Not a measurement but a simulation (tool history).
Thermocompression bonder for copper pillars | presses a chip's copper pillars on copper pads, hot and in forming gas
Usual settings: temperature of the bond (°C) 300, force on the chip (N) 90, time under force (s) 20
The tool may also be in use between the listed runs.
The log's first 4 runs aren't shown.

| run | hour | temperature of the bond (°C) | force on the chip (N) | time under force (s) | force that shears a chip off (N) |
|---|---|---|---|---|---|
| 5 | 43.8 | 300 | 90 | 18 | 97.0 |
| 6 | 57.5 | 300 | 90 | 18 | 97.8 |
| 7 | 66.7 | 300 | 82 | 20 | 97.6 |
| 8 | 79.2 | 300 | 99 | 20 | 103.5 |
| 9 | 88.6 | 282 | 90 | 20 | 89.6 |
| 10 | 101.6 | 282 | 90 | 20 | 86.9 |
| 11 | 112.8 | 282 | 90 | 20 | 88.7 |
| 12 | 120.8 | 324 | 90 | 20 | 112.0 |
| 13 | 127.6 | 324 | 90 | 20 | 113.0 |
| 14 | 135.4 | 324 | 90 | 20 | 113.0 |
| 15 | 151.5 | 324 | 90 | 20 | 112.2 |
| 16 | 159.5 | 324 | 90 | 20 | 113.1 |
| 17 | 168.9 | 324 | 90 | 20 | 110.9 |
| 18 | 185.7 | 324 | 90 | 20 | 111.2 |
| 19 | 195.7 | 324 | 90 | 20 | 111.4 |
| 20 | 209.7 | 304 | 90 | 20 | 100.3 |
| 21 | 220.1 | 304 | 90 | 20 | 100.1 |
|  | 223.6 | heater calibrated with a thermocouple chip |
| 22 | 231.3 | 307 | 90 | 20 | 100.6 |
| 23 | 238.7 | 307 | 90 | 20 | 101.2 |
| 24 | 254.6 | 307 | 90 | 20 | 100.8 |
| 25 | 270.7 | 318 | 90 | 24 | 111.1 |

The next listed run, before its measurement:
| 26 | 284.1 | 320 | 112 | 24 | ? |

force that shears a chip off (N): 119.1
Without the tool's hidden state the same run would have given force that shears a chip off (N) 126.7.
